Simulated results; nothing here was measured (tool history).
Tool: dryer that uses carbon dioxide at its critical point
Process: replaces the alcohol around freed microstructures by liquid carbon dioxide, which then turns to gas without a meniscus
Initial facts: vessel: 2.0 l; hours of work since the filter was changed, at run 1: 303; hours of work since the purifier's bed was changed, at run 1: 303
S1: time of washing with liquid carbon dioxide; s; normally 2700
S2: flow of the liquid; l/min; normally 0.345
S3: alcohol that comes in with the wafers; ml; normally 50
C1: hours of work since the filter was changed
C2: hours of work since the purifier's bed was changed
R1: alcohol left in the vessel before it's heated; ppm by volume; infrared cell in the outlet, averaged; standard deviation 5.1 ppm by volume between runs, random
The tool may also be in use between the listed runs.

{"run": 1, "hour": 0.0, "S1": 2700, "S2": 0.345, "S3": 50, "C1": 303, "C2": 303, "R1": 164}
{"run": 2, "hour": 60.9, "S1": 2700, "S2": 0.345, "S3": 50, "C1": 343, "C2": 343, "R1": 173}
{"run": 3, "hour": 120.8, "S1": 2700, "S2": 0.345, "S3": 96, "C1": 382, "C2": 382, "R1": 292}
{"run": 4, "hour": 158.5, "S1": 2700, "S2": 0.345, "S3": 50, "C1": 406, "C2": 406, "R1": 208}
{"run": 5, "hour": 203.5, "S1": 2580, "S2": 0.345, "S3": 50, "C1": 436, "C2": 436, "R1": 245}
{"run": 6, "hour": 247.1, "S1": 2580, "S2": 0.345, "S3": 50, "C1": 464, "C2": 464, "R1": 252}
{"run": 7, "hour": 275.5, "S1": 2700, "S2": 0.345, "S3": 50, "C1": 483, "C2": 483, "R1": 230}
{"hour": 292.1, "done": "inlet filter changed"}
{"run": 8, "hour": 330.6, "S1": 2940, "S2": 0.345, "S3": 50, "C1": 25, "C2": 518, "R1": 138}
{"run": 9, "hour": 384.7, "S1": 2940, "S2": 0.345, "S3": 50, "C1": 61, "C2": 554, "R1": 163}
{"run": 10, "hour": 431.9, "S1": 2700, "S2": 0.345, "S3": 28, "C1": 91, "C2": 585, "R1": 162}
{"run": 11, "hour": 494.7, "S1": 2700, "S2": 0.345, "S3": 28, "C1": 133, "C2": 626, "R1": 179}
{"run": 12, "hour": 562.7, "S1": 2700, "S2": 0.345, "S3": 28, "C1": 177, "C2": 670, "R1": 195}
{"run": 13, "hour": 607.5, "S1": 2700, "S2": 0.345, "S3": 50, "C1": 206, "C2": 699, "R1": 237}
{"run": 14, "hour": 644.9, "S1": 2700, "S2": 0.345, "S3": 50, "C1": 231, "C2": 724, "R1": 249}
{"run": 15, "hour": 676.3, "S1": 2700, "S2": 0.345, "S3": 50, "C1": 251, "C2": 744, "R1": 268}
{"run": 16, "hour": 727.5, "S1": 2700, "S2": 0.345, "S3": 50, "C1": 285, "C2": 778, "R1": 271}
{"run": 17, "hour": 757.3, "S1": 2700, "S2": 0.345, "S3": 50, "C1": 304, "C2": 797, "R1": 275}
{"run": 18, "hour": 824.9, "S1": 2700, "S2": 0.345, "S3": 50, "C1": 349, "C2": 842, "R1": 292}
{"run": 19, "hour": 883.5, "S1": 2700, "S2": 0.329, "S3": 50, "C1": 387, "C2": 880, "R1": 337}
{"run": 20, "hour": 950.0, "S1": 2700, "S2": 0.329, "S3": 50, "C1": 430, "C2": 923, "R1": 363}
{"run": 21, "hour": 1019.1, "S1": 2700, "S2": 0.329, "S3": 50, "C1": 476, "C2": 969, "R1": 388}
{"hour": 1044.8, "done": "inlet filter changed"}
{"run": 22, "hour": 1081.5, "S1": 1740, "S2": 0.345, "S3": 50, "C1": 24, "C2": 1009, "R1": 710}
{"run": 23, "hour": 1114.4, "S1": 1740, "S2": 0.345, "S3": 61, "C1": 46, "C2": 1030, "R1": 823}
{"run": 24, "hour": 1175.1, "S1": 2700, "S2": 0.345, "S3": 62, "C1": 85, "C2": 1070, "R1": 321}
{"run": 25, "hour": 1231.2, "S1": 1800, "S2": 0.248, "S3": 42, "C1": 122, "C2": 1107, "R1": 1450}
{"run": 26, "hour": 1301.3, "S1": 1800, "S2": 0.248, "S3": 42, "C1": 168, "C2": 1153, "R1": 1504}
{"run": 27, "hour": 1361.2, "S1": 2580, "S2": 0.301, "S3": 50, "C1": 207, "C2": 1192, "R1": 472}
{"run": 28, "hour": 1409.7, "S1": 2700, "S2": 0.268, "S3": 50, "C1": 239, "C2": 1223, "R1": 575}
{"run": 29, "hour": 1438.5, "S1": 1980, "S2": 0.276, "S3": 112, "C1": 258, "C2": 1242, "R1": 2256}
{"run": 30, "hour": 1471.5, "S1": 1860, "S2": 0.47, "S3": 27, "C1": 279, "C2": 1264, "R1": 356}
{"hour": 1479.5, "done": "purifier's bed changed"}
{"run": 31, "hour": 1505.5, "S1": 1860, "S2": 0.47, "S3": 27, "C1": 299, "C2": 17, "R1": 68}
{"run": 32, "hour": 1565.3, "S1": 1860, "S2": 0.47, "S3": 27, "C1": 339, "C2": 56, "R1": 91}
{"run": 33, "hour": 1617.8, "S1": 1860, "S2": 0.47, "S3": 27, "C1": 373, "C2": 90, "R1": 99}
{"run": 34, "hour": 1674.9, "S1": 1860, "S2": 0.47, "S3": 27, "C1": 410, "C2": 128, "R1": 128}
{"run": 35, "hour": 1709.7, "S1": 2040, "S2": 0.582, "S3": 76, "C1": 433, "C2": 151, "R1": 76}
{"run": 36, "hour": 1755.0, "S1": 2040, "S2": 0.544, "S3": 29, "C1": 463, "C2": 180, "R1": 69}
{"run": 37, "hour": 1789.2, "S1": 2040, "S2": 0.544, "S3": 29, "C1": 485, "C2": 203, "R1": 80}
{"hour": 1800.8, "done": "inlet filter changed"}
{"run": 38, "hour": 1855.8, "S1": 1860, "S2": 0.326, "S3": 31, "C1": 36, "C2": 245, "R1": 345}
{"run": 39, "hour": 1888.8, "S1": 2700, "S2": 0.345, "S3": 97, "C1": 58, "C2": 267, "R1": 173}
{"run": 40, "hour": 1920.1, "S1": 2700, "S2": 0.345, "S3": 22, "C1": 78, "C2": 288, "R1": 103}
{"run": 41, "hour": 1989.6, "S1": 2700, "S2": 0.345, "S3": 22, "C1": 123, "C2": 333, "R1": 112}
{"run": 42, "hour": 2058.0, "S1": 3240, "S2": 0.299, "S3": 52, "C1": 168, "C2": 378, "R1": 158}
{"run": 43, "hour": 2117.4, "S1": 3240, "S2": 0.299, "S3": 52, "C1": 207, "C2": 417, "R1": 160}
{"run": 44, "hour": 2178.5, "S1": 2820, "S2": 0.447, "S3": 22, "C1": 247, "C2": 456, "R1": 123}
{"run": 45, "hour": 2228.2, "S1": 2820, "S2": 0.447, "S3": 22, "C1": 280, "C2": 489, "R1": 120}
{"run": 46, "hour": 2259.8, "S1": 2820, "S2": 0.447, "S3": 22, "C1": 300, "C2": 510, "R1": 119}

Here are 4 independent what-if runs from the current tool condition. What would each one return?
{"run": "A", "hour": 2318.0, "S1": 2700, "S2": 0.232, "S3": 28, "C1": 338, "C2": 548, "R1": "?"}
{"run": "B", "hour": 2318.0, "S1": 3780, "S2": 0.345, "S3": 35, "C1": 338, "C2": 548, "R1": "?"}
{"run": "C", "hour": 2318.0, "S1": 1680, "S2": 0.402, "S3": 44, "C1": 338, "C2": 548, "R1": "?"}
{"run": "D", "hour": 2318.0, "S1": 3300, "S2": 0.345, "S3": 42, "C1": 338, "C2": 548, "R1": "?"}

run=A R1=453
run=B R1=142
run=C R1=521
run=D R1=164
Stripped of hidden state, with their random variation kept, the same runs would have yielded:
run=A R1=211
run=B R1=10
run=C R1=245
run=D R1=22
